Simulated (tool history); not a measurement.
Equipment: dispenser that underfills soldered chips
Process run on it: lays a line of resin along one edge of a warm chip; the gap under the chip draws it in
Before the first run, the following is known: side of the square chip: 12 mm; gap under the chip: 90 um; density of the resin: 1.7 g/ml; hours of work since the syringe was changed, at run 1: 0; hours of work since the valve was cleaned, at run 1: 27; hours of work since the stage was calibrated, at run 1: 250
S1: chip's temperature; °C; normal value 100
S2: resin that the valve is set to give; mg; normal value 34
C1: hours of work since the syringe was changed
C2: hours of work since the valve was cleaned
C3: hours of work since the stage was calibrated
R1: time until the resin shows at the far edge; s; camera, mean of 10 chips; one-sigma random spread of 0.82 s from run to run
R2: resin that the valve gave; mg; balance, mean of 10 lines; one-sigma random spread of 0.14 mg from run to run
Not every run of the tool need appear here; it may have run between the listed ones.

run,day,S1,S2,C1,C2,C3,R1,R2
1,0,100,34,0,27,250,82.2,33.52
2,0.596,100,34,9,36,259,181,33.33
# day 0.704: new syringe of resin
3,1.117,100,34,6,44,267,138.4,32.82
# day 1.438: new syringe of resin
4,1.458,100,34,0,49,272,84,32.88
5,2.088,100,35.5,10,59,282,187.5,33.93
# day 2.15: new syringe of resin
6,2.458,100,33.1,5,64,287,123,31.89
# day 2.871: new syringe of resin
7,3.112,100,33.1,4,74,297,111.3,31.53
# day 3.571: new syringe of resin
8,3.779,97,34,3,84,307,117.7,32.1
9,4.083,97,34,8,89,312,177.8,32.09
# day 4.279: new syringe of resin
10,4.55,100,34,4,96,319,118.3,31.9
# day 4.983: new syringe of resin
11,5.175,100,34,3,106,329,104,31.7
12,5.492,110,33.7,8,111,334,109.8,31.49
# day 5.688: new syringe of resin
# day 5.812: dispensing valve cleaned and set on the balance
13,5.912,100,40.2,3,2,339,102.1,40.53
14,6.25,88,34,8,7,345,255.7,33.97
# day 6.446: new syringe of resin
15,6.675,88,34,4,13,351,174.7,33.94
16,6.954,88,34,8,18,355,253.8,33.78
# day 7.146: new syringe of resin
17,7.354,88,34,3,24,361,174,33.83
18,7.708,96,42.9,9,29,367,191.7,42.09
# day 7.888: new syringe of resin
19,8.175,96,42.9,4,36,374,136.4,42.01
# day 8.6: new syringe of resin
20,8.671,113,37.5,1,44,381,55.9,36.76
21,9.067,109,36.4,7,50,387,106.8,35.07
# day 9.321: new syringe of resin
22,9.525,92,33.8,3,57,394,146.1,32.51

Forecast each of these 5 alternatives for the next run:
# day 10.029: new syringe of resin
A,10.192,88,42.5,3,67,405,?,?
# day 10.029: new syringe of resin
B,10.192,109,38.2,3,67,405,?,?
# day 10.029: new syringe of resin
C,10.192,113,32.4,3,67,405,?,?
# day 10.029: new syringe of resin
D,10.192,105,40.9,3,67,405,?,?
# day 10.029: new syringe of resin
E,10.192,113,43.5,3,67,405,?,?

run,R1,R2
A,163.3,40.79
B,72,36.99
C,64.7,31.03
D,85.1,39.17
E,63.2,41.72
Without the tool's hidden state the same runs would have given:
run,R1,R2
A,119.4,42.42
B,53.2,38.46
C,47.6,32.27
D,62.7,40.73
E,46.9,43.39
